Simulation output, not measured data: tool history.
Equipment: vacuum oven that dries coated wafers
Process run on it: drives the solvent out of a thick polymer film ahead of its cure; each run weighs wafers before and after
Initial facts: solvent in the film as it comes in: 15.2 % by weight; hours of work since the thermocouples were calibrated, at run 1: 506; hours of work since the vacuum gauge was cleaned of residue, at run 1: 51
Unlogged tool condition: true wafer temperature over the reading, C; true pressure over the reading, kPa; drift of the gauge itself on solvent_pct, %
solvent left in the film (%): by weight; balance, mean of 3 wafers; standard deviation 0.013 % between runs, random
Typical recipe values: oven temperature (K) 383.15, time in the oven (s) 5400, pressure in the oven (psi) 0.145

| run | hour | oven temperature (K) | time in the oven (s) | pressure in the oven (psi) | hours of work since the thermocouples were calibrated | hours of work since the vacuum gauge was cleaned of residue | solvent left in the film (%) |
|---|---|---|---|---|---|---|---|
| 1 | 0.0 | 383.15 | 5400 | 0.145 | 506 | 51 | 1.33 |
| 2 | 47.7 | 383.15 | 5400 | 0.145 | 537 | 83 | 1.30 |
| 3 | 104.8 | 383.15 | 5400 | 0.145 | 575 | 121 | 1.33 |
|  | 182.2 | oven's thermocouples calibrated |
| 4 | 200.0 | 383.15 | 5400 | 0.145 | 12 | 183 | 1.47 |
| 5 | 279.9 | 383.15 | 9540 | 0.145 | 65 | 236 | 0.81 |
| 6 | 367.1 | 383.15 | 9540 | 0.145 | 123 | 294 | 0.79 |
| 7 | 464.7 | 383.15 | 9540 | 0.145 | 187 | 358 | 0.79 |
| 8 | 506.2 | 383.15 | 9540 | 0.145 | 215 | 386 | 0.80 |
| 9 | 600.8 | 383.15 | 9540 | 0.145 | 278 | 449 | 0.81 |
| 10 | 673.3 | 383.15 | 9540 | 0.145 | 326 | 497 | 0.81 |
| 11 | 721.4 | 383.15 | 9540 | 0.145 | 358 | 529 | 0.81 |
| 12 | 773.1 | 383.15 | 9540 | 0.145 | 392 | 563 | 0.80 |
| 13 | 860.2 | 383.15 | 4920 | 0.145 | 450 | 621 | 1.64 |
| 14 | 958.9 | 383.15 | 6720 | 0.145 | 515 | 686 | 1.07 |
| 15 | 1009.7 | 381.15 | 5400 | 0.180 | 549 | 720 | 1.92 |
| 16 | 1102.3 | 381.15 | 5400 | 0.075 | 610 | 781 | 1.47 |
|  | 1129.2 | oven's thermocouples calibrated |
| 17 | 1168.9 | 386.15 | 3480 | 0.123 | 26 | 824 | 2.05 |
| 18 | 1242.3 | 386.15 | 3480 | 0.123 | 75 | 873 | 2.06 |
| 19 | 1312.6 | 382.15 | 7980 | 0.392 | 122 | 919 | 2.26 |
| 20 | 1390.6 | 382.15 | 7980 | 0.322 | 173 | 971 | 1.91 |
| 21 | 1445.3 | 382.15 | 7980 | 0.322 | 210 | 1007 | 1.90 |
| 22 | 1513.1 | 387.15 | 8940 | 0.145 | 255 | 1052 | 0.71 |
| 23 | 1580.1 | 394.15 | 7320 | 0.087 | 299 | 1097 | 0.36 |
| 24 | 1631.6 | 397.15 | 8220 | 0.168 | 333 | 1131 | 0.59 |
| 25 | 1714.2 | 390.15 | 9120 | 0.424 | 388 | 1186 | 1.64 |
| 26 | 1789.7 | 390.15 | 9120 | 0.424 | 438 | 1236 | 1.63 |
| 27 | 1847.2 | 384.15 | 5100 | 0.145 | 476 | 1274 | 1.51 |
| 28 | 1889.2 | 384.15 | 5100 | 0.145 | 504 | 1302 | 1.51 |

5 options for the next run, each taken on its own from the tool as it stands now. Forecast them:
| A | 1979.9 | 384.15 | 4260 | 0.392 | 564 | 1362 | ? |
| B | 1979.9 | 384.15 | 7320 | 0.155 | 564 | 1362 | ? |
| C | 1979.9 | 383.15 | 3060 | 0.145 | 564 | 1362 | ? |
| D | 1979.9 | 383.15 | 3840 | 0.145 | 564 | 1362 | ? |
| E | 1979.9 | 384.15 | 5100 | 0.145 | 564 | 1362 | ? |

| run | solvent left in the film (%) |
|---|---|
| A | 2.89 |
| B | 1.02 |
| C | 3.24 |
| D | 2.44 |
| E | 1.48 |
Without the tool's unlogged condition, the same runs would have read:
| run | solvent left in the film (%) |
|---|---|
| A | 2.85 |
| B | 0.90 |
| C | 3.23 |
| D | 2.40 |
| E | 1.40 |
